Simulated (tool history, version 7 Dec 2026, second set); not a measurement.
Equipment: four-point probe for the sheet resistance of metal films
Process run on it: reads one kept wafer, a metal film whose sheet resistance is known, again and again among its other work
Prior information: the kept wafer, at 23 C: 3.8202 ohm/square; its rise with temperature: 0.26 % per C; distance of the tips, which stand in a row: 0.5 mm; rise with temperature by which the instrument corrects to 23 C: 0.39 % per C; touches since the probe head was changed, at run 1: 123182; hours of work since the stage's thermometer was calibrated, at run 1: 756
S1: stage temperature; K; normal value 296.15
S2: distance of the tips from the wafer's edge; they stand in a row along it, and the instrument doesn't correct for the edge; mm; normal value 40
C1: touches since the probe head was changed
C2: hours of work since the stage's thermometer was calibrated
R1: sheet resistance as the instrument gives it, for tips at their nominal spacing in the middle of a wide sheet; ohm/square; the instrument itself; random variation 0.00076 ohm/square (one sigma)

run	day	S1	S2	C1	C2	R1
1	0.000	296.15	40	123182	756	3.820042
2	1.600	296.15	40	125371	782	3.820835
3	3.467	296.15	40	127926	813	3.819785
4	5.083	296.15	40	130142	840	3.820589
5	7.333	296.15	40	133221	877	3.820917
6	9.204	296.15	40	135785	909	3.820334
7	10.875	296.15	67	138067	936	3.819703
8	13.017	296.15	67	141001	972	3.821759
9	14.433	301.15	40	142944	995	3.796378
10	15.671	296.15	40	144633	1016	3.821239
11	16.729	296.15	40	146083	1034	3.819632
12	19.146	296.15	40	149394	1074	3.820014
13	20.138	296.15	40	150752	1090	3.820571
14	21.475	296.15	40	152582	1112	3.820878
15	22.658	297.15	40	154202	1132	3.815272
16	24.433	297.15	40	156630	1162	3.815387
17	26.062	297.15	40	158861	1189	3.816358
18	27.792	296.15	7	161227	1217	3.830197
19	29.058	296.15	7	162965	1239	3.831542
20	31.179	296.15	7	165865	1274	3.829472
21	32.471	296.15	7	167636	1295	3.829864
22	33.842	296.15	7	169513	1318	3.831507
23	35.883	300.15	7	172307	1352	3.810686
24	36.921	304.15	11	173726	1369	3.786630
25	38.417	304.15	11	175777	1394	3.785392
26	39.654	296.15	54	177467	1415	3.820614
27	41.600	306.15	8	180135	1447	3.781324
28	43.142	299.15	53	182241	1472	3.805930
29	45.112	304.15	15	184939	1505	3.784585
30	46.996	304.15	15	187520	1537	3.784703
31	48.625	298.15	19	189751	1564	3.812216
32	51.025	300.15	20	193038	1604	3.801553
33	52.475	294.15	40	195022	1628	3.830377
34	54.858	292.15	21	198284	1667	3.840256
35	56.717	295.15	4	200829	1698	3.856793
36	58.308	296.15	6	203007	1725	3.835479
37	59.875	302.15	5	205154	1751	3.809738
38	60.871	301.15	39	206516	1767	3.795236
39	62.650	305.15	14	208952	1797	3.782059
40	64.721	304.15	24	211785	1831	3.782389
# day 65.754: stage's thermometer calibrated
41	66.021	304.15	24	213537	4	3.782618
42	67.988	304.15	24	216231	37	3.784034
43	70.242	304.15	24	219317	75	3.784510
44	72.412	306.15	24	222285	111	3.774791

What differs in the tool's unlogged condition from the final listed run ahead of each entry between runs to the first listed run following it?
Runs 40 to 41: stage's thermometer calibrated (day 65.754)
  wafer's true temperature over the reading, C: -0.01 -> 0
